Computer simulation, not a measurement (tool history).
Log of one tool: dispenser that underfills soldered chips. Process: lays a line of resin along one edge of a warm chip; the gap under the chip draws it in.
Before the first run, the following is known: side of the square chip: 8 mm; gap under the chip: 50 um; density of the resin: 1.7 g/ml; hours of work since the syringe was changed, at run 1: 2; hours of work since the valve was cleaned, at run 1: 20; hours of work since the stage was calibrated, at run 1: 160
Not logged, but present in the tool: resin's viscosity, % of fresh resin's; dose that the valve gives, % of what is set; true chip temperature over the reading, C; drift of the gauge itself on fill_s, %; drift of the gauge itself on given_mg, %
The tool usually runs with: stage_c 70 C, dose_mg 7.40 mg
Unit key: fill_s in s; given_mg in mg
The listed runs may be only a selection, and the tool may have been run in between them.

run	hour	stage_c	dose_mg	hours of work since the syringe was changed	hours of work since the valve was cleaned	hours of work since the stage was calibrated	fill_s	given_mg
1	0.0	70	7.40	2	20	160	91.3	7.36
2	10.2	70	7.40	10	28	168	126.6	7.30
# hour 13.8: new syringe of resin
3	16.8	70	7.40	2	33	173	96.4	7.29
4	25.3	70	7.40	9	39	180	125.5	7.23
# hour 29.6: new syringe of resin
# hour 30.6: dispensing valve cleaned and set on the balance
5	35.4	70	7.40	4	4	187	101.5	7.35
6	45.4	70	7.40	12	12	195	136.9	7.34
# hour 46.4: new syringe of resin
7	50.3	70	7.40	3	15	198	97.6	7.34
8	55.0	70	8.94	7	19	202	108.9	8.86
9	60.9	69	7.40	11	24	207	143.0	7.32
# hour 62.0: new syringe of resin
10	72.3	63	7.40	8	32	215	149.7	7.27
# hour 77.8: new syringe of resin
11	81.8	63	7.40	3	39	222	127.8	7.23
# hour 86.4: dispensing valve cleaned and set on the balance
12	91.9	63	7.40	10	4	230	167.1	7.38
# hour 94.5: new syringe of resin
13	99.1	84	7.40	4	10	235	62.8	7.34
14	107.9	70	6.49	11	17	242	138.2	6.41
# hour 110.9: new syringe of resin
15	113.0	70	6.49	2	20	246	96.8	6.40
16	122.8	64	6.64	9	28	253	161.6	6.53
# hour 127.2: new syringe of resin
17	134.0	62	7.73	5	37	262	142.9	7.54
# hour 142.1: dispensing valve cleaned and set on the balance
# hour 144.3: new syringe of resin
18	144.8	62	7.73	0	2	269	115.6	7.72
19	150.3	79	7.40	5	6	274	79.0	7.36
# hour 160.0: new syringe of resin
20	160.0	79	7.40	0	14	281	63.9	7.34
21	169.2	67	8.59	7	21	288	127.5	8.48
# hour 176.0: new syringe of resin
22	178.0	71	9.47	2	27	295	87.7	9.33
23	186.6	60	7.32	8	34	302	178.1	7.14
# hour 191.8: new syringe of resin
# hour 197.8: dispensing valve cleaned and set on the balance
24	198.5	60	7.32	4	1	310	150.6	7.29
# hour 208.9: new syringe of resin
25	209.7	82	9.47	1	9	319	58.4	9.43
26	220.6	61	9.06	9	18	327	171.4	8.95
# hour 224.6: new syringe of resin
27	227.3	56	7.73	2	23	332	161.1	7.59
28	236.9	56	7.73	10	30	340	219.1	7.57
# hour 240.9: new syringe of resin
29	245.5	56	7.73	4	37	346	170.7	7.55

Forecast each of these 3 alternatives for the next run:
A	251.7	70	8.40	8	42	351	?	?
B	251.7	56	8.74	8	42	351	?	?
C	251.7	62	6.32	8	42	351	?	?

run	fill_s	given_mg
A	125.1	8.15
B	202.4	8.46
C	177.8	6.15
Without the tool's unlogged condition, the same runs would have read:
run	fill_s	given_mg
A	81.7	8.40
B	131.4	8.71
C	114.5	6.33
